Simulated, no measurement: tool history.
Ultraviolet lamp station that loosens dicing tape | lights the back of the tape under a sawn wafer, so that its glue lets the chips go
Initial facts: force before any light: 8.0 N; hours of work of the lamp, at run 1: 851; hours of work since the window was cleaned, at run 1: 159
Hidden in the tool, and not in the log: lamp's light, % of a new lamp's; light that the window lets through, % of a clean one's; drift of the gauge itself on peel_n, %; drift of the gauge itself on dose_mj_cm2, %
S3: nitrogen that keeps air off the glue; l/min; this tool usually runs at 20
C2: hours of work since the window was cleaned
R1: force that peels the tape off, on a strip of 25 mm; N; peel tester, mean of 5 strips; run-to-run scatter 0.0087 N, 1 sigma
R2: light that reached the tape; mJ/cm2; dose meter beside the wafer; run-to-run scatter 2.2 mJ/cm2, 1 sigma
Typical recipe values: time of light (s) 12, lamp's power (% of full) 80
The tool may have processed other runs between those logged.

Run 1, hour 0: usual settings; hours of work of the lamp 851; C2 159. Result: R1 0.598 N, R2 161 mJ/cm2.
Run 2, hour 64.2: usual settings; hours of work of the lamp 881; C2 189. Result: R1 0.623 N, R2 159 mJ/cm2.
Run 3, hour 121.1: usual settings; hours of work of the lamp 908; C2 216. Result: R1 0.614 N, R2 159 mJ/cm2.
Run 4, hour 168.1: usual settings; hours of work of the lamp 930; C2 238. Result: R1 0.616 N, R2 160 mJ/cm2.
Run 5, hour 233.4: usual settings; hours of work of the lamp 960; C2 268. Result: R1 0.684 N, R2 159 mJ/cm2.
Run 6, hour 274.5: usual settings; hours of work of the lamp 980; C2 288. Result: R1 0.671 N, R2 156 mJ/cm2.
Run 7, hour 341.6: usual settings; hours of work of the lamp 1011; C2 319. Result: R1 0.677 N, R2 150 mJ/cm2.
Run 8, hour 391.4: usual settings; hours of work of the lamp 1034; C2 342. Result: R1 0.699 N, R2 156 mJ/cm2.
Run 9, hour 455.3: usual settings; hours of work of the lamp 1064; C2 372. Result: R1 0.741 N, R2 149 mJ/cm2.
Run 10, hour 498.4: usual settings but lamp's power (% of full) 64; hours of work of the lamp 1084; C2 392. Result: R1 1.139 N, R2 121 mJ/cm2.
Run 11, hour 557.6: usual settings but lamp's power (% of full) 64; hours of work of the lamp 1112; C2 420. Result: R1 1.189 N, R2 118 mJ/cm2.
Run 12, hour 610.3: usual settings but lamp's power (% of full) 64; hours of work of the lamp 1137; C2 445. Result: R1 1.175 N, R2 115 mJ/cm2.
At hour 613.8: window cleaned of glue's vapour.
Run 13, hour 643: usual settings but lamp's power (% of full) 64; hours of work of the lamp 1152; C2 14. Result: R1 1.26 N, R2 112 mJ/cm2.
Run 14, hour 678.5: usual settings but lamp's power (% of full) 78; hours of work of the lamp 1168; C2 30. Result: R1 0.867 N, R2 138 mJ/cm2.
Run 15, hour 725.3: usual settings but lamp's power (% of full) 78; hours of work of the lamp 1190; C2 52. Result: R1 0.883 N, R2 140 mJ/cm2.
Run 16, hour 782.2: usual settings but lamp's power (% of full) 78; hours of work of the lamp 1217; C2 79. Result: R1 0.876 N, R2 136 mJ/cm2.
Run 17, hour 843.2: usual settings but lamp's power (% of full) 78; hours of work of the lamp 1245; C2 107. Result: R1 0.871 N, R2 138 mJ/cm2.
Run 18, hour 873.9: usual settings but lamp's power (% of full) 77; hours of work of the lamp 1260; C2 122. Result: R1 0.936 N, R2 130 mJ/cm2.
Run 19, hour 929: usual settings but time of light (s) 8; hours of work of the lamp 1285; C2 147. Result: R1 1.815 N, R2 91 mJ/cm2.
Run 20, hour 968.2: usual settings but time of light (s) 9, lamp's power (% of full) 61; hours of work of the lamp 1304; C2 166. Result: R1 2.321 N, R2 79 mJ/cm2.
At hour 998.5: window cleaned of glue's vapour, once more.
Run 21, hour 1034.6: usual settings but time of light (s) 10, lamp's power (% of full) 84; hours of work of the lamp 1335; C2 17. Result: R1 1.004 N, R2 128 mJ/cm2.
Run 22, hour 1103.8: usual settings but time of light (s) 15, S3 14 l/min; hours of work of the lamp 1367; C2 49. Result: R1 0.662 N, R2 180 mJ/cm2.
Run 23, hour 1163.9: usual settings but S3 14 l/min; hours of work of the lamp 1395; C2 77. Result: R1 1.104 N, R2 143 mJ/cm2.
Run 24, hour 1228.3: usual settings but S3 14 l/min; hours of work of the lamp 1425; C2 107. Result: R1 1.123 N, R2 143 mJ/cm2.
Run 25, hour 1280.1: usual settings but S3 12 l/min; hours of work of the lamp 1449; C2 132. Result: R1 1.273 N, R2 142 mJ/cm2.
Run 26, hour 1316.3: usual settings but time of light (s) 10, S3 39 l/min; hours of work of the lamp 1466; C2 149. Result: R1 0.774 N, R2 114 mJ/cm2.
Run 27, hour 1383.5: usual settings but time of light (s) 14, S3 36 l/min; hours of work of the lamp 1498; C2 180. Result: R1 0.391 N, R2 161 mJ/cm2.
Run 28, hour 1445.3: usual settings but time of light (s) 14, S3 36 l/min; hours of work of the lamp 1526; C2 209. Result: R1 0.404 N, R2 161 mJ/cm2.
Run 29, hour 1502.4: usual settings but time of light (s) 9, lamp's power (% of full) 69, S3 19 l/min; hours of work of the lamp 1553; C2 236. Result: R1 2.015 N, R2 88 mJ/cm2.
Run 30, hour 1551.1: usual settings but time of light (s) 6, lamp's power (% of full) 97, S3 19 l/min; hours of work of the lamp 1576; C2 258. Result: R1 2.193 N, R2 80 mJ/cm2.
Run 31, hour 1599.3: usual settings but time of light (s) 6, lamp's power (% of full) 97, S3 19 l/min; hours of work of the lamp 1599; C2 281. Result: R1 2.26 N, R2 78 mJ/cm2.
Run 32, hour 1654.6: usual settings but time of light (s) 6, lamp's power (% of full) 97, S3 19 l/min; hours of work of the lamp 1624; C2 307. Result: R1 2.248 N, R2 80 mJ/cm2.
Run 33, hour 1696.2: usual settings but time of light (s) 23, lamp's power (% of full) 96; hours of work of the lamp 1644; C2 326. Result: R1 0.148 N, R2 298 mJ/cm2.
Run 34, hour 1739: usual settings but time of light (s) 23, lamp's power (% of full) 67; hours of work of the lamp 1664; C2 346. Result: R1 0.33 N, R2 202 mJ/cm2.
Run 35, hour 1804.6: usual settings but time of light (s) 23, lamp's power (% of full) 85, S3 15 l/min; hours of work of the lamp 1694; C2 377. Result: R1 0.278 N, R2 258 mJ/cm2.
Run 36, hour 1836.7: usual settings but time of light (s) 10, lamp's power (% of full) 97, S3 21 l/min; hours of work of the lamp 1709; C2 392. Result: R1 0.985 N, R2 126 mJ/cm2.
Run 37, hour 1866.8: usual settings but time of light (s) 10, lamp's power (% of full) 97, S3 21 l/min; hours of work of the lamp 1724; C2 406. Result: R1 1 N, R2 127 mJ/cm2.
Run 38, hour 1895: usual settings but time of light (s) 10, lamp's power (% of full) 97, S3 30 l/min; hours of work of the lamp 1737; C2 419. Result: R1 0.781 N, R2 123 mJ/cm2.

Consider 3 possible next runs. They are alternatives, not a sequence: every one starts from the tool as it was left by run 38. What does each give?
Run A, hour 1952: usual settings but time of light (s) 22, lamp's power (% of full) 83, S3 7 l/min; hours of work of the lamp 1763; C2 446. Result: R1 ?, R2 ?.
Run B, hour 1952: usual settings but time of light (s) 8, lamp's power (% of full) 97, S3 15 l/min; hours of work of the lamp 1763; C2 446. Result: R1 ?, R2 ?.
Run C, hour 1952: usual settings but time of light (s) 17, lamp's power (% of full) 70, S3 7 l/min; hours of work of the lamp 1763; C2 446. Result: R1 ?, R2 ?.

run     R1   R2
  A  0.694  231
  B  1.895  100
  C  1.663  151
Without the tool's unlogged condition, the same runs would have read:
run     R1   R2
  A  0.212  383
  B  0.781  165
  C  0.636  250
